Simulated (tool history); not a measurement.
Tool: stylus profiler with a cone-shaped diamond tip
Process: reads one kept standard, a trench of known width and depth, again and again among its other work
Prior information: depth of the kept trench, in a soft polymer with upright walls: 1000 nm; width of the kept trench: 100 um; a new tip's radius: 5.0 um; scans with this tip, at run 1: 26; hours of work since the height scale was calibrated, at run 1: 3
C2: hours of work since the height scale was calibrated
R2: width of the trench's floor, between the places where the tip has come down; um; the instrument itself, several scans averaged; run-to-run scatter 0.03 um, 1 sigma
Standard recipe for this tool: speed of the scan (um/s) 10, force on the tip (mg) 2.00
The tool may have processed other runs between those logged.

Run 1, hour 0.0: usual settings; scans with this tip 26; C2 3. Result: depth of the trench (Å) 10138.9, R2 93.88 um.
Run 2, hour 19.0: usual settings but force on the tip (mg) 2.68; scans with this tip 108; C2 12. Result: depth of the trench (Å) 10166.5, R2 93.76 um.
Run 3, hour 41.3: usual settings but force on the tip (mg) 2.68; scans with this tip 205; C2 22. Result: depth of the trench (Å) 10164.0, R2 93.71 um.
Run 4, hour 63.9: usual settings but force on the tip (mg) 1.91; scans with this tip 302; C2 32. Result: depth of the trench (Å) 10135.0, R2 93.67 um.
Run 5, hour 84.9: usual settings; scans with this tip 393; C2 42. Result: depth of the trench (Å) 10137.2, R2 93.59 um.
Run 6, hour 112.3: usual settings but force on the tip (mg) 0.90; scans with this tip 511; C2 55. Result: depth of the trench (Å) 10080.1, R2 93.54 um.
Run 7, hour 140.7: usual settings but force on the tip (mg) 0.90; scans with this tip 634; C2 68. Result: depth of the trench (Å) 10075.9, R2 93.36 um.
Run 8, hour 160.1: usual settings but force on the tip (mg) 0.90; scans with this tip 717; C2 77. Result: depth of the trench (Å) 10079.7, R2 93.31 um.
Run 9, hour 186.8: usual settings but speed of the scan (um/s) 2; scans with this tip 833; C2 89. Result: depth of the trench (Å) 10134.0, R2 93.26 um.
Run 10, hour 213.8: usual settings but speed of the scan (um/s) 2; scans with this tip 949; C2 102. Result: depth of the trench (Å) 10137.5, R2 93.21 um.
Run 11, hour 243.7: usual settings but speed of the scan (um/s) 2; scans with this tip 1078; C2 116. Result: depth of the trench (Å) 10138.5, R2 93.11 um.
Run 12, hour 268.3: usual settings but speed of the scan (um/s) 2; scans with this tip 1185; C2 127. Result: depth of the trench (Å) 10134.4, R2 93.04 um.
Run 13, hour 281.1: usual settings but speed of the scan (um/s) 3; scans with this tip 1240; C2 133. Result: depth of the trench (Å) 10134.6, R2 93.04 um.
Run 14, hour 297.7: usual settings but speed of the scan (um/s) 3; scans with this tip 1311; C2 141. Result: depth of the trench (Å) 10136.5, R2 92.99 um.
Run 15, hour 316.8: usual settings but speed of the scan (um/s) 3; scans with this tip 1394; C2 149. Result: depth of the trench (Å) 10131.2, R2 92.91 um.
Run 16, hour 342.9: usual settings but speed of the scan (um/s) 3; scans with this tip 1507; C2 161. Result: depth of the trench (Å) 10137.9, R2 92.83 um.
Run 17, hour 364.9: usual settings but speed of the scan (um/s) 2, force on the tip (mg) 0.97; scans with this tip 1602; C2 172. Result: depth of the trench (Å) 10084.3, R2 92.75 um.
Run 18, hour 394.5: usual settings but speed of the scan (um/s) 7, force on the tip (mg) 2.60; scans with this tip 1729; C2 185. Result: depth of the trench (Å) 10162.3, R2 92.69 um.
Run 19, hour 408.6: usual settings but speed of the scan (um/s) 7, force on the tip (mg) 2.60; scans with this tip 1790; C2 192. Result: depth of the trench (Å) 10157.7, R2 92.67 um.
Run 20, hour 428.7: usual settings but speed of the scan (um/s) 4, force on the tip (mg) 3.89; scans with this tip 1877; C2 201. Result: depth of the trench (Å) 10214.6, R2 92.60 um.
Run 21, hour 457.3: usual settings but speed of the scan (um/s) 13, force on the tip (mg) 2.29; scans with this tip 2001; C2 214. Result: depth of the trench (Å) 10150.1, R2 92.58 um.
At hour 459.5: height scale calibrated on a step standard.
Run 22, hour 483.2: usual settings but speed of the scan (um/s) 13, force on the tip (mg) 2.29; scans with this tip 2110; C2 11. Result: depth of the trench (Å) 10150.6, R2 92.43 um.
Run 23, hour 500.5: usual settings but speed of the scan (um/s) 13, force on the tip (mg) 2.29; scans with this tip 2185; C2 19. Result: depth of the trench (Å) 10142.2, R2 92.37 um.
At hour 503.9: height scale calibrated on a step standard, once more.
Run 24, hour 515.0: usual settings but speed of the scan (um/s) 6, force on the tip (mg) 5.63; scans with this tip 2245; C2 5. Result: depth of the trench (Å) 10276.5, R2 92.33 um.
Run 25, hour 538.2: usual settings but speed of the scan (um/s) 7, force on the tip (mg) 4.21; scans with this tip 2345; C2 16. Result: depth of the trench (Å) 10226.4, R2 92.27 um.
Run 26, hour 565.0: usual settings but speed of the scan (um/s) 7, force on the tip (mg) 4.21; scans with this tip 2461; C2 28. Result: depth of the trench (Å) 10222.5, R2 92.22 um.
Run 27, hour 594.5: usual settings but speed of the scan (um/s) 30, force on the tip (mg) 2.16; scans with this tip 2588; C2 42. Result: depth of the trench (Å) 10139.6, R2 92.14 um.
Run 28, hour 624.2: usual settings but speed of the scan (um/s) 30, force on the tip (mg) 2.16; scans with this tip 2717; C2 56. Result: depth of the trench (Å) 10143.5, R2 91.99 um.
Run 29, hour 655.5: usual settings but speed of the scan (um/s) 15, force on the tip (mg) 2.16; scans with this tip 2852; C2 70. Result: depth of the trench (Å) 10139.6, R2 91.97 um.
Run 30, hour 677.8: usual settings but speed of the scan (um/s) 30, force on the tip (mg) 5.04; scans with this tip 2948; C2 80. Result: depth of the trench (Å) 10255.0, R2 91.99 um.
Run 31, hour 698.4: usual settings but speed of the scan (um/s) 30, force on the tip (mg) 5.04; scans with this tip 3037; C2 90. Result: depth of the trench (Å) 10258.9, R2 91.87 um.
Run 32, hour 719.6: usual settings but speed of the scan (um/s) 3, force on the tip (mg) 2.62; scans with this tip 3129; C2 100. Result: depth of the trench (Å) 10162.1, R2 91.82 um.

Some steps in depth of the trench (Å) between neighbouring runs. How much of each would the tool show without its hidden state too (settings, what came in, random variation), and how much is left for the hidden state, with any gauge scatter that isn't in both results?
Unlogged tool condition in this case: radius of the tip, um; height scale over the true one, %; drift of the gauge itself on depth_nm, %; drift of the gauge itself on floor_um, %.
Run 6 -> 7: settings left as they were, no log entry in between. depth of the trench (Å) -4.2: hidden state -0.3, all else -3.9.
Run 21 -> 22: height scale calibrated on a step standard. depth of the trench (Å) +0.5: hidden state -2.7, all else +3.2.
Run 23 -> 24: speed of the scan (um/s) 13 -> 6, force on the tip (mg) 2.29 -> 5.63, height scale calibrated on a step standard, once more. depth of the trench (Å) +134.3: hidden state +3.2, all else +131.1.
Run 29 -> 30: speed of the scan (um/s) 15 -> 30, force on the tip (mg) 2.16 -> 5.04. depth of the trench (Å) +115.4: hidden state -0.2, all else +115.6.
Run 31 -> 32: speed of the scan (um/s) 30 -> 3, force on the tip (mg) 5.04 -> 2.62. depth of the trench (Å) -96.8: hidden state -0.1, all else -96.7.

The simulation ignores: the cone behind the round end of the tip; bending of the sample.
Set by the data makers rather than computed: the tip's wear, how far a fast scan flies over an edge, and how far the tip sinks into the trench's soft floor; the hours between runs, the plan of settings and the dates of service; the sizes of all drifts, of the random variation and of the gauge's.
